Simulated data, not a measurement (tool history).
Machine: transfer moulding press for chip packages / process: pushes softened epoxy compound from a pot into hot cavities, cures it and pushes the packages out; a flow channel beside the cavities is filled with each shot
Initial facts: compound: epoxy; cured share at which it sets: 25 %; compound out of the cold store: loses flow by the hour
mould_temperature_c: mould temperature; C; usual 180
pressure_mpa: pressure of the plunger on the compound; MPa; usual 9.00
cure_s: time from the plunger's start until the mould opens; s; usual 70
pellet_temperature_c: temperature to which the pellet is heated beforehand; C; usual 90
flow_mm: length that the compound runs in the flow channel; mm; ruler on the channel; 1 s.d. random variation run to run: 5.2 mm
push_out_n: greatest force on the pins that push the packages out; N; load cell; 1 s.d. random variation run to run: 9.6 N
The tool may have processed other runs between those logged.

| run | hour | mould_temperature_c | pressure_mpa | cure_s | pellet_temperature_c | incoming compound's hours out of the cold store | flow_mm | push_out_n |
|---|---|---|---|---|---|---|---|---|
| 1 | 0.0 | 180 | 9.00 | 70 | 90 | 45.3 | 639 | 643 |
| 2 | 17.0 | 180 | 9.00 | 70 | 90 | 8.6 | 758 | 787 |
| 3 | 32.3 | 180 | 9.00 | 70 | 90 | 41.7 | 644 | 737 |
|  | 43.9 | cavities cleaned with cleaning compound and waxed |
| 4 | 58.5 | 180 | 9.00 | 70 | 90 | 8.4 | 732 | 1015 |
| 5 | 69.4 | 180 | 9.00 | 54 | 90 | 12.3 | 728 | 1779 |
|  | 82.7 | cavities cleaned with cleaning compound and waxed, once more |
| 6 | 86.3 | 180 | 9.00 | 54 | 89 | 30.7 | 667 | 831 |
| 7 | 108.0 | 180 | 9.00 | 70 | 84 | 47.4 | 622 | 563 |
| 8 | 121.7 | 180 | 9.00 | 70 | 90 | 16.3 | 704 | 683 |
| 9 | 148.0 | 180 | 9.00 | 70 | 90 | 12.9 | 703 | 796 |
| 10 | 158.9 | 180 | 9.00 | 70 | 90 | 14.9 | 705 | 829 |
|  | 173.7 | cavities cleaned with cleaning compound and waxed |
| 11 | 180.2 | 180 | 10.64 | 70 | 90 | 42.7 | 677 | 448 |
| 12 | 195.9 | 180 | 10.64 | 66 | 90 | 9.2 | 768 | 741 |
|  | 217.5 | plunger's sealing rings changed |
| 13 | 223.2 | 180 | 10.64 | 66 | 90 | 9.0 | 859 | 876 |
| 14 | 240.6 | 174 | 9.00 | 70 | 90 | 47.9 | 691 | 1102 |
| 15 | 257.1 | 174 | 9.00 | 70 | 90 | 13.7 | 793 | 1343 |
|  | 267.0 | cavities cleaned with cleaning compound and waxed |
| 16 | 279.6 | 184 | 7.06 | 94 | 88 | 30.0 | 623 | 244 |
| 17 | 298.3 | 174 | 9.97 | 85 | 90 | 28.0 | 772 | 597 |
| 18 | 322.7 | 174 | 8.69 | 85 | 93 | 10.7 | 784 | 744 |
| 19 | 347.8 | 174 | 8.69 | 85 | 93 | 38.4 | 685 | 733 |
|  | 357.8 | cavities cleaned with cleaning compound and waxed |
| 20 | 374.0 | 174 | 8.69 | 85 | 93 | 17.6 | 737 | 534 |
| 21 | 398.5 | 174 | 7.66 | 81 | 93 | 35.5 | 642 | 695 |
| 22 | 424.3 | 174 | 7.66 | 81 | 93 | 11.1 | 707 | 871 |
|  | 449.4 | cavities cleaned with cleaning compound and waxed |
| 23 | 450.9 | 173 | 8.09 | 70 | 90 | 40.7 | 646 | 716 |
| 24 | 474.7 | 180 | 9.00 | 56 | 88 | 20.7 | 713 | 1082 |
| 25 | 500.3 | 180 | 9.00 | 56 | 88 | 31.3 | 670 | 1266 |
| 26 | 523.2 | 181 | 10.59 | 56 | 88 | 28.4 | 738 | 1313 |
|  | 539.1 | cavities cleaned with cleaning compound and waxed |
| 27 | 551.3 | 188 | 9.00 | 71 | 86 | 33.6 | 639 | 284 |
| 28 | 566.3 | 180 | 9.00 | 70 | 100 | 47.6 | 613 | 565 |
| 29 | 580.3 | 180 | 9.00 | 70 | 100 | 42.6 | 629 | 615 |

Each row is a separate what-if for the run after 29, all from the same tool condition, not one after another. Results?
| A | 604.0 | 180 | 7.43 | 51 | 99 | 41.3 | ? | ? |
| B | 604.0 | 187 | 9.26 | 51 | 90 | 19.8 | ? | ? |
| C | 604.0 | 180 | 6.82 | 61 | 93 | 31.1 | ? | ? |

| run | flow_mm | push_out_n |
|---|---|---|
| A | 570 | 1386 |
| B | 660 | 1166 |
| C | 568 | 1056 |
Without the tool's hidden state the same runs would have given:
| run | flow_mm | push_out_n |
|---|---|---|
| A | 631 | 769 |
| B | 731 | 644 |
| C | 629 | 584 |

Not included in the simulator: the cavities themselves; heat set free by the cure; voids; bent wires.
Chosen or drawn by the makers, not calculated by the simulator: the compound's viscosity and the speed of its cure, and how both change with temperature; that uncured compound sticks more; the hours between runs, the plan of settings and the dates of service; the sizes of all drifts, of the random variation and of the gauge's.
